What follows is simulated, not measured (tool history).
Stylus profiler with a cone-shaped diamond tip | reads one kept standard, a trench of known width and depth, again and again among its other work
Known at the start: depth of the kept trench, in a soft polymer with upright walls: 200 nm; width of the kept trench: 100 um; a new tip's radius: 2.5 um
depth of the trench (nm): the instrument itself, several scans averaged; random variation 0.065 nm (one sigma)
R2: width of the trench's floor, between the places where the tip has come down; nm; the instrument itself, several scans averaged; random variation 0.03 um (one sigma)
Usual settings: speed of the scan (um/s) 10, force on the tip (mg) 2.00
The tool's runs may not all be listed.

{"run": 1, "hour": 0.0, "speed of the scan (um/s)": 10, "force on the tip (mg)": 2.0, "depth of the trench (nm)": 201.51, "R2": 98000}
{"run": 2, "hour": 8.5, "speed of the scan (um/s)": 5, "force on the tip (mg)": 2.0, "depth of the trench (nm)": 201.41, "R2": 98020}
{"run": 3, "hour": 21.1, "speed of the scan (um/s)": 10, "force on the tip (mg)": 2.0, "depth of the trench (nm)": 201.55, "R2": 97960}
{"run": 4, "hour": 31.7, "speed of the scan (um/s)": 10, "force on the tip (mg)": 2.0, "depth of the trench (nm)": 201.54, "R2": 97980}
{"run": 5, "hour": 39.8, "speed of the scan (um/s)": 5, "force on the tip (mg)": 2.0, "depth of the trench (nm)": 201.64, "R2": 98000}
{"run": 6, "hour": 46.1, "speed of the scan (um/s)": 10, "force on the tip (mg)": 4.3, "depth of the trench (nm)": 202.63, "R2": 98000}
{"run": 7, "hour": 56.0, "speed of the scan (um/s)": 10, "force on the tip (mg)": 2.0, "depth of the trench (nm)": 201.49, "R2": 97950}
{"run": 8, "hour": 64.8, "speed of the scan (um/s)": 10, "force on the tip (mg)": 2.0, "depth of the trench (nm)": 201.46, "R2": 97970}
{"run": 9, "hour": 71.4, "speed of the scan (um/s)": 10, "force on the tip (mg)": 2.0, "depth of the trench (nm)": 201.69, "R2": 97980}
{"run": 10, "hour": 83.4, "speed of the scan (um/s)": 10, "force on the tip (mg)": 2.65, "depth of the trench (nm)": 201.86, "R2": 97990}
{"run": 11, "hour": 97.8, "speed of the scan (um/s)": 10, "force on the tip (mg)": 2.65, "depth of the trench (nm)": 201.81, "R2": 98000}
{"run": 12, "hour": 112.1, "speed of the scan (um/s)": 10, "force on the tip (mg)": 2.65, "depth of the trench (nm)": 201.71, "R2": 98000}
{"run": 13, "hour": 121.6, "speed of the scan (um/s)": 10, "force on the tip (mg)": 2.65, "depth of the trench (nm)": 201.83, "R2": 97990}
{"run": 14, "hour": 134.4, "speed of the scan (um/s)": 10, "force on the tip (mg)": 2.65, "depth of the trench (nm)": 201.77, "R2": 97990}
{"run": 15, "hour": 141.6, "speed of the scan (um/s)": 18, "force on the tip (mg)": 2.35, "depth of the trench (nm)": 201.8, "R2": 97980}
{"run": 16, "hour": 153.8, "speed of the scan (um/s)": 33, "force on the tip (mg)": 1.2, "depth of the trench (nm)": 201.04, "R2": 97790}
{"run": 17, "hour": 161.5, "speed of the scan (um/s)": 39, "force on the tip (mg)": 4.4, "depth of the trench (nm)": 202.6, "R2": 97920}
{"run": 18, "hour": 169.4, "speed of the scan (um/s)": 20, "force on the tip (mg)": 5.57, "depth of the trench (nm)": 203.0, "R2": 98000}
{"run": 19, "hour": 178.2, "speed of the scan (um/s)": 2, "force on the tip (mg)": 1.04, "depth of the trench (nm)": 200.93, "R2": 98030}
{"run": 20, "hour": 186.5, "speed of the scan (um/s)": 4, "force on the tip (mg)": 1.7, "depth of the trench (nm)": 201.37, "R2": 98000}
{"run": 21, "hour": 200.0, "speed of the scan (um/s)": 32, "force on the tip (mg)": 2.46, "depth of the trench (nm)": 201.67, "R2": 97970}
{"run": 22, "hour": 210.8, "speed of the scan (um/s)": 3, "force on the tip (mg)": 2.0, "depth of the trench (nm)": 201.57, "R2": 98020}
{"run": 23, "hour": 219.2, "speed of the scan (um/s)": 13, "force on the tip (mg)": 5.35, "depth of the trench (nm)": 202.99, "R2": 97980}
{"run": 24, "hour": 228.3, "speed of the scan (um/s)": 13, "force on the tip (mg)": 5.35, "depth of the trench (nm)": 202.96, "R2": 98010}
{"run": 25, "hour": 235.6, "speed of the scan (um/s)": 5, "force on the tip (mg)": 1.16, "depth of the trench (nm)": 201.08, "R2": 98000}
{"run": 26, "hour": 249.3, "speed of the scan (um/s)": 16, "force on the tip (mg)": 1.68, "depth of the trench (nm)": 201.3, "R2": 97890}
{"run": 27, "hour": 255.7, "speed of the scan (um/s)": 30, "force on the tip (mg)": 1.19, "depth of the trench (nm)": 201.1, "R2": 97850}
{"run": 28, "hour": 266.7, "speed of the scan (um/s)": 4, "force on the tip (mg)": 2.74, "depth of the trench (nm)": 201.92, "R2": 98100}

Forecast each of these 3 alternatives for the next run:
{"run": "A", "hour": 277.5, "speed of the scan (um/s)": 10, "force on the tip (mg)": 1.17, "depth of the trench (nm)": "?", "R2": "?"}
{"run": "B", "hour": 277.5, "speed of the scan (um/s)": 6, "force on the tip (mg)": 5.66, "depth of the trench (nm)": "?", "R2": "?"}
{"run": "C", "hour": 277.5, "speed of the scan (um/s)": 11, "force on the tip (mg)": 5.02, "depth of the trench (nm)": "?", "R2": "?"}

run=A depth_of_the_trench_(nm)=201.09 R2=98050
run=B depth_of_the_trench_(nm)=203.07 R2=98050
run=C depth_of_the_trench_(nm)=202.92 R2=98000
Without the tool's hidden state the same runs would have given:
run=A depth_of_the_trench_(nm)=201.08 R2=98050
run=B depth_of_the_trench_(nm)=203.06 R2=98050
run=C depth_of_the_trench_(nm)=202.91 R2=98010
